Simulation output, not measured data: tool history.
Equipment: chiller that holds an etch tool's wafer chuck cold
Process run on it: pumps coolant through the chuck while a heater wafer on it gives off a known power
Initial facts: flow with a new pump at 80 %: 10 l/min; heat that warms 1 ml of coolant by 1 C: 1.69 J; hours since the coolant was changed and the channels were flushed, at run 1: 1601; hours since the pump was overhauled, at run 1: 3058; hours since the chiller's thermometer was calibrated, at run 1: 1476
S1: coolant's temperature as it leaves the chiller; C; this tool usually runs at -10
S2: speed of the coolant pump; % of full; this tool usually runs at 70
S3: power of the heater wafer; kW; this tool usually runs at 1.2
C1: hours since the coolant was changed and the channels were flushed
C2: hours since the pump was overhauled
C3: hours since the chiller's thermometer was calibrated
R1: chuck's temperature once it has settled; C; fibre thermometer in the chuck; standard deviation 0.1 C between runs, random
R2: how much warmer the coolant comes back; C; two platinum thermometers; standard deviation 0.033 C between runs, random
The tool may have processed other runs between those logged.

run 1 hour=0 | S1=-10 S2=70 S3=1.2 | C1=1601 C2=3058 C3=1476 | R1=7.8 R2=5.1
run 2 hour=30.9 | S1=-10 S2=70 S3=1.2 | C1=1632 C2=3089 C3=1507 | R1=7.8 R2=5.14
run 3 hour=56.2 | S1=-10 S2=70 S3=1.2 | C1=1657 C2=3114 C3=1532 | R1=7.7 R2=5.17
run 4 hour=81.1 | S1=-10 S2=98 S3=1.2 | C1=1682 C2=3139 C3=1557 | R1=3.2 R2=3.68
run 5 hour=118.7 | S1=-10 S2=98 S3=1.2 | C1=1720 C2=3177 C3=1595 | R1=3.4 R2=3.66
run 6 hour=158 | S1=-10 S2=70 S3=1.243 | C1=1759 C2=3216 C3=1634 | R1=8.5 R2=5.36
run 7 hour=193.8 | S1=-10 S2=70 S3=1.243 | C1=1795 C2=3252 C3=1670 | R1=8.5 R2=5.29
run 8 hour=223.3 | S1=-10 S2=70 S3=1.243 | C1=1825 C2=3281 C3=1699 | R1=8.5 R2=5.31
run 9 hour=246.6 | S1=-6 S2=70 S3=1.2 | C1=1848 C2=3305 C3=1723 | R1=11.9 R2=5.12
run 10 hour=278.7 | S1=-18 S2=70 S3=1.2 | C1=1880 C2=3337 C3=1755 | R1=-0.1 R2=5.15
run 11 hour=303.8 | S1=-18 S2=70 S3=1.2 | C1=1905 C2=3362 C3=1780 | R1=-0.2 R2=5.13
run 12 hour=336.3 | S1=-18 S2=70 S3=1.2 | C1=1938 C2=3394 C3=1812 | R1=0.1 R2=5.19
run 13 hour=370.7 | S1=-18 S2=70 S3=1.2 | C1=1972 C2=3429 C3=1847 | R1=-0.1 R2=5.17
run 14 hour=389 | S1=-18 S2=70 S3=1.2 | C1=1990 C2=3447 C3=1865 | R1=-0.1 R2=5.18
run 15 hour=411.6 | S1=-18 S2=70 S3=1.2 | C1=2013 C2=3470 C3=1888 | R1=0.1 R2=5.15
run 16 hour=438.5 | S1=-18 S2=70 S3=1.2 | C1=2040 C2=3496 C3=1914 | R1=-0.1 R2=5.22
run 17 hour=468.2 | S1=-4 S2=70 S3=1.429 | C1=2069 C2=3526 C3=1944 | R1=17.6 R2=6.15
run 18 hour=485.6 | S1=-14 S2=64 S3=0.675 | C1=2087 C2=3543 C3=1962 | R1=-3 R2=3.19
run 19 hour=508.3 | S1=-17 S2=64 S3=1.279 | C1=2110 C2=3566 C3=1984 | R1=3.8 R2=6.09
run 20 hour=545.4 | S1=-17 S2=64 S3=1.279 | C1=2147 C2=3603 C3=2021 | R1=3.8 R2=6.06
run 21 hour=562.5 | S1=-17 S2=64 S3=1.279 | C1=2164 C2=3620 C3=2038 | R1=3.9 R2=6.01
run 22 hour=586.7 | S1=-17 S2=64 S3=1.279 | C1=2188 C2=3645 C3=2063 | R1=4 R2=6.04
run 23 hour=624.1 | S1=-4 S2=95 S3=0.921 | C1=2225 C2=3682 C3=2100 | R1=6.6 R2=2.89
run 24 hour=652.5 | S1=-4 S2=95 S3=0.921 | C1=2254 C2=3710 C3=2128 | R1=6.8 R2=2.95
run 25 hour=678.8 | S1=-4 S2=95 S3=0.921 | C1=2280 C2=3737 C3=2155 | R1=6.7 R2=2.99
run 26 hour=708.8 | S1=-3 S2=65 S3=0.835 | C1=2310 C2=3767 C3=2185 | R1=10.4 R2=3.9
run 27 hour=742.3 | S1=-3 S2=67 S3=0.723 | C1=2344 C2=3800 C3=2218 | R1=8.5 R2=3.27
run 28 hour=766.2 | S1=-3 S2=67 S3=0.723 | C1=2367 C2=3824 C3=2242 | R1=8.4 R2=3.29
run 29 hour=789.5 | S1=-9 S2=70 S3=1.2 | C1=2391 C2=3847 C3=2265 | R1=9.3 R2=5.19
run 30 hour=824.5 | S1=-5 S2=75 S3=0.709 | C1=2426 C2=3882 C3=2300 | R1=5.1 R2=2.88
run 31 hour=863.5 | S1=-10 S2=73 S3=1.2 | C1=2465 C2=3921 C3=2339 | R1=7.6 R2=4.99
run 32 hour=901.1 | S1=-10 S2=73 S3=1.2 | C1=2502 C2=3959 C3=2377 | R1=7.7 R2=5.07

Table of differences, measured result less the result of that run with no hidden state. Run-to-run variation is the same in both. Gauge scatter possibly is not:
Hidden state present: heat passed by the chuck's channels, % of clean ones'; flow at a given pump speed, % of a new pump's; coolant's true temperature over the reading, C; drift of the gauge itself on chuck_c, C; drift of the gauge itself on warmer_back_c, C.
run=1 R1=+1.5 R2=+0.27
run=2 R1=+1.5 R2=+0.27
run=3 R1=+1.5 R2=+0.28
run=4 R1=+1.2 R2=+0.2
run=5 R1=+1.2 R2=+0.2
run=6 R1=+1.7 R2=+0.3
run=7 R1=+1.7 R2=+0.29
run=8 R1=+1.7 R2=+0.3
run=9 R1=+1.7 R2=+0.29
run=10 R1=+1.7 R2=+0.29
run=11 R1=+1.7 R2=+0.3
run=12 R1=+1.8 R2=+0.3
run=13 R1=+1.7 R2=+0.3
run=14 R1=+1.8 R2=+0.31
run=15 R1=+1.8 R2=+0.31
run=16 R1=+1.8 R2=+0.31
run=17 R1=+2.2 R2=+0.38
run=18 R1=+1.2 R2=+0.19
run=19 R1=+2.2 R2=+0.38
run=20 R1=+2.2 R2=+0.38
run=21 R1=+2.2 R2=+0.38
run=22 R1=+2.2 R2=+0.38
run=23 R1=+1.2 R2=+0.18
run=24 R1=+1.2 R2=+0.19
run=25 R1=+1.2 R2=+0.19
run=26 R1=+1.5 R2=+0.25
run=27 R1=+1.3 R2=+0.21
run=28 R1=+1.3 R2=+0.21
run=29 R1=+2.1 R2=+0.34
run=30 R1=+1.2 R2=+0.19
run=31 R1=+2.1 R2=+0.34
run=32 R1=+2.1 R2=+0.34
